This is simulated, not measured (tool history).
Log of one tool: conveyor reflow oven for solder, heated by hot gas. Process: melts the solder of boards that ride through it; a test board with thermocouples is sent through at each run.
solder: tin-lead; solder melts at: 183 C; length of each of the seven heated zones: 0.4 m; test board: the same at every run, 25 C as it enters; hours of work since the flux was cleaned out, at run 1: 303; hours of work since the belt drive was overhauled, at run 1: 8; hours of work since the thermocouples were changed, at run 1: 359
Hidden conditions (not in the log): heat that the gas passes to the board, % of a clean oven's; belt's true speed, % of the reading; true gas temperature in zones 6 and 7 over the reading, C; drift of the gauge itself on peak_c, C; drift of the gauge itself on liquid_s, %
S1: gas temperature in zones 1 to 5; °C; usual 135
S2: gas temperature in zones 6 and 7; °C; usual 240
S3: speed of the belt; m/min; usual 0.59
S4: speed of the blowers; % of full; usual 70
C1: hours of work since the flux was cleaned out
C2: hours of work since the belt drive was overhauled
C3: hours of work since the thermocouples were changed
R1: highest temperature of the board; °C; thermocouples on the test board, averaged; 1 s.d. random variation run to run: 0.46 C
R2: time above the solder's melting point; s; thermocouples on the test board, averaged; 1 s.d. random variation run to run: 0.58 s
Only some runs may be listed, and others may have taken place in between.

Run 1, hour 0: usual settings; C1 303; C2 8; C3 359. Result: R1 216.8 °C, R2 58.1 s.
Run 2, hour 28.2: usual settings but S3 0.595 m/min; C1 316; C2 21; C3 373. Result: R1 216.2 °C, R2 56.8 s.
Run 3, hour 57.9: usual settings but S4 55 % of full; C1 330; C2 36; C3 387. Result: R1 210.5 °C, R2 52.2 s.
Run 4, hour 92: usual settings but S1 121 °C; C1 347; C2 52; C3 404. Result: R1 213 °C, R2 50.1 s.
Run 5, hour 117.2: usual settings; C1 359; C2 64; C3 416. Result: R1 215.5 °C, R2 57.8 s.
Run 6, hour 145.6: usual settings; C1 372; C2 78; C3 429. Result: R1 216.2 °C, R2 57 s.
Run 7, hour 180.9: usual settings but S3 0.618 m/min; C1 389; C2 94; C3 446. Result: R1 213.6 °C, R2 51.9 s.
Run 8, hour 205.4: usual settings but S3 0.618 m/min; C1 401; C2 106; C3 458. Result: R1 213.2 °C, R2 51.7 s.
Run 9, hour 237.4: usual settings; C1 416; C2 122; C3 473. Result: R1 214.8 °C, R2 56.4 s.
Run 10, hour 277.8: usual settings; C1 436; C2 141; C3 493. Result: R1 214 °C, R2 56.6 s.
At hour 302: flux residue cleaned out of gas plates and filters.
Run 11, hour 308.6: usual settings; C1 3; C2 153; C3 505. Result: R1 220.4 °C, R2 62.2 s.
Run 12, hour 345.5: usual settings; C1 21; C2 171; C3 523. Result: R1 219.7 °C, R2 62.1 s.
Run 13, hour 371.4: usual settings; C1 33; C2 183; C3 535. Result: R1 220.4 °C, R2 60.8 s.
Run 14, hour 410.3: usual settings; C1 52; C2 202; C3 554. Result: R1 219.6 °C, R2 61.6 s.
Run 15, hour 444.8: usual settings but S3 0.505 m/min; C1 68; C2 219; C3 570. Result: R1 224.9 °C, R2 76.7 s.
Run 16, hour 470: usual settings but S1 143 °C, S4 61 % of full; C1 81; C2 231; C3 582. Result: R1 217.1 °C, R2 62.6 s.
Run 17, hour 511.4: usual settings but S1 122 °C, S2 232 °C, S3 0.579 m/min, S4 52 % of full; C1 100; C2 251; C3 602. Result: R1 203.1 °C, R2 39.5 s.
Run 18, hour 542.5: usual settings but S1 120 °C, S2 245 °C, S3 0.679 m/min, S4 55 % of full; C1 115; C2 265; C3 617. Result: R1 205.9 °C, R2 36.4 s.
Run 19, hour 572.8: usual settings but S1 120 °C, S2 245 °C, S3 0.679 m/min, S4 55 % of full; C1 130; C2 280; C3 632. Result: R1 205.5 °C, R2 35.4 s.
Run 20, hour 596.4: usual settings but S1 149 °C, S2 230 °C, S3 0.642 m/min, S4 60 % of full; C1 141; C2 291; C3 643. Result: R1 207.5 °C, R2 49.1 s.
Run 21, hour 619.7: usual settings but S1 143 °C, S4 73 % of full; C1 152; C2 302; C3 654. Result: R1 220.7 °C, R2 66.9 s.
Run 22, hour 644.9: usual settings but S1 125 °C, S2 244 °C, S3 0.507 m/min, S4 62 % of full; C1 164; C2 315; C3 666. Result: R1 222.1 °C, R2 70.5 s.
Run 23, hour 667.6: usual settings but S1 125 °C, S2 244 °C, S3 0.507 m/min, S4 62 % of full; C1 175; C2 325; C3 677. Result: R1 222.5 °C, R2 71.6 s.
Run 24, hour 699.3: usual settings but S1 131 °C, S2 242 °C, S3 0.595 m/min, S4 62 % of full; C1 191; C2 341; C3 692. Result: R1 215.4 °C, R2 55.4 s.
Run 25, hour 739.6: usual settings but S1 130 °C, S2 251 °C, S3 0.663 m/min, S4 88 % of full; C1 210; C2 360; C3 712. Result: R1 226.9 °C, R2 58.4 s.

Same runs, no hidden state in the tool, same run-to-run variation:
run     R1    R2
  1  221.2  62.4
  2  220.8  61.3
  3  214.8  57.2
  4  218.5  55.9
  5  220.6  62.8
  6  221.5  62.1
  7  219.3  57.5
  8    219  57.5
  9  220.7  62.1
 10    220  62.5
 11  221.3  62.8
 12  220.9  62.9
 13  221.6  61.6
 14    221  62.7
 15  226.4  77.8
 16  218.7  63.8
 17  204.9  41.9
 18  208.2  38.8
 19    208  37.9
 20  209.7  51.5
 21  223.3  68.7
 22  224.7  72.6
 23  225.3  73.8
 24  218.5  58.1
 25  231.2  60.7
